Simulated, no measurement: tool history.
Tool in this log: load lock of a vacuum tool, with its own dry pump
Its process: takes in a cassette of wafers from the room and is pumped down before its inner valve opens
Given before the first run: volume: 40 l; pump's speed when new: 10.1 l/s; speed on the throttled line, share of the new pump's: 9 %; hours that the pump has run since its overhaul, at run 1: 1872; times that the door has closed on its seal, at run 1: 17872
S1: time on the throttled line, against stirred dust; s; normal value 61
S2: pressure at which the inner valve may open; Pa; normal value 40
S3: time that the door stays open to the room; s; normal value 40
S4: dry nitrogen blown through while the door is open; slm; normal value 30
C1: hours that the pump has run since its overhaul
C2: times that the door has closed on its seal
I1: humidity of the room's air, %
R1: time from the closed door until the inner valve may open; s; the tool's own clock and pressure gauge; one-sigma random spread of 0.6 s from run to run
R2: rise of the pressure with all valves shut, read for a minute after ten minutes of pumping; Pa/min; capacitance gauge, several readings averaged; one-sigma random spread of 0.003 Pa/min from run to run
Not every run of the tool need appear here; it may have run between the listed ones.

Run 1, hour 0: usual settings; C1 1872; C2 17872; I1 45.5. Result: R1 86.6 s, R2 0.115 Pa/min.
Run 2, hour 126.6: usual settings; C1 1999; C2 18353; I1 48.4. Result: R1 86.7 s, R2 0.124 Pa/min.
Run 3, hour 282: usual settings; C1 2154; C2 18942; I1 45.3. Result: R1 88.1 s, R2 0.117 Pa/min.
Run 4, hour 475.5: usual settings but S2 64 Pa; C1 2348; C2 19676; I1 43.8. Result: R1 84.3 s, R2 0.123 Pa/min.
Run 5, hour 681.7: usual settings but S2 64 Pa; C1 2554; C2 20459; I1 48. Result: R1 85.2 s, R2 0.134 Pa/min.
Run 6, hour 802.4: usual settings but S1 34 s; C1 2675; C2 20917; I1 45.3. Result: R1 63 s, R2 0.139 Pa/min.
Run 7, hour 904.2: usual settings but S1 34 s, S4 12 slm; C1 2777; C2 21303; I1 47.4. Result: R1 62.9 s, R2 0.155 Pa/min.
Run 8, hour 1133.3: usual settings but S1 34 s, S4 12 slm; C1 3006; C2 22173; I1 44.4. Result: R1 63.7 s, R2 0.15 Pa/min.
Run 9, hour 1372.8: usual settings; C1 3245; C2 23081; I1 45.2. Result: R1 87.5 s, R2 0.16 Pa/min.
Run 10, hour 1519.2: usual settings; C1 3392; C2 23637; I1 44.1. Result: R1 88.2 s, R2 0.157 Pa/min.
Run 11, hour 1688.2: usual settings; C1 3561; C2 24278; I1 44.7. Result: R1 87.4 s, R2 0.162 Pa/min.
Run 12, hour 1822.6: usual settings but S1 41 s, S2 28 Pa, S3 69 s, S4 18 slm; C1 3695; C2 24788; I1 46.4. Result: R1 71.6 s, R2 0.177 Pa/min.
Run 13, hour 1946.3: usual settings but S1 39 s, S2 28 Pa, S3 69 s, S4 10 slm; C1 3819; C2 25257; I1 47.6. Result: R1 69.6 s, R2 0.201 Pa/min.
Run 14, hour 2172.1: usual settings but S1 112 s, S3 149 s, S4 7 slm; C1 4045; C2 26114; I1 46.5. Result: R1 134.6 s, R2 0.242 Pa/min.
Run 15, hour 2370.7: usual settings but S1 112 s, S3 149 s, S4 7 slm; C1 4243; C2 26868; I1 44.8. Result: R1 135.9 s, R2 0.24 Pa/min.
Run 16, hour 2561.7: usual settings but S3 74 s; C1 4434; C2 27592; I1 44.5. Result: R1 87.9 s, R2 0.199 Pa/min.
Run 17, hour 2698.1: usual settings but S1 73 s, S2 38 Pa, S3 200 s, S4 8 slm; C1 4571; C2 28110; I1 44.5. Result: R1 98.2 s, R2 0.267 Pa/min.

What if the next run were any one of these 3? Each begins from the tool's condition after run 17:
Run A, hour 2800.7: usual settings but S1 47 s, S2 38 Pa, S3 200 s, S4 5 slm; C1 4673; C2 28499; I1 41.1. Result: R1 ?, R2 ?.
Run B, hour 2800.7: usual settings but S1 45 s; C1 4673; C2 28499; I1 42.9. Result: R1 ?, R2 ?.
Run C, hour 2800.7: usual settings but S3 25 s; C1 4673; C2 28499; I1 45.5. Result: R1 ?, R2 ?.

run    R1     R2
  A  76.4  0.282
  B  73.7  0.191
  C  88.4  0.195
Without the tool's hidden state the same runs would have given:
run    R1     R2
  A  74.9  0.102
  B  72.2  0.016
  C    87  0.017
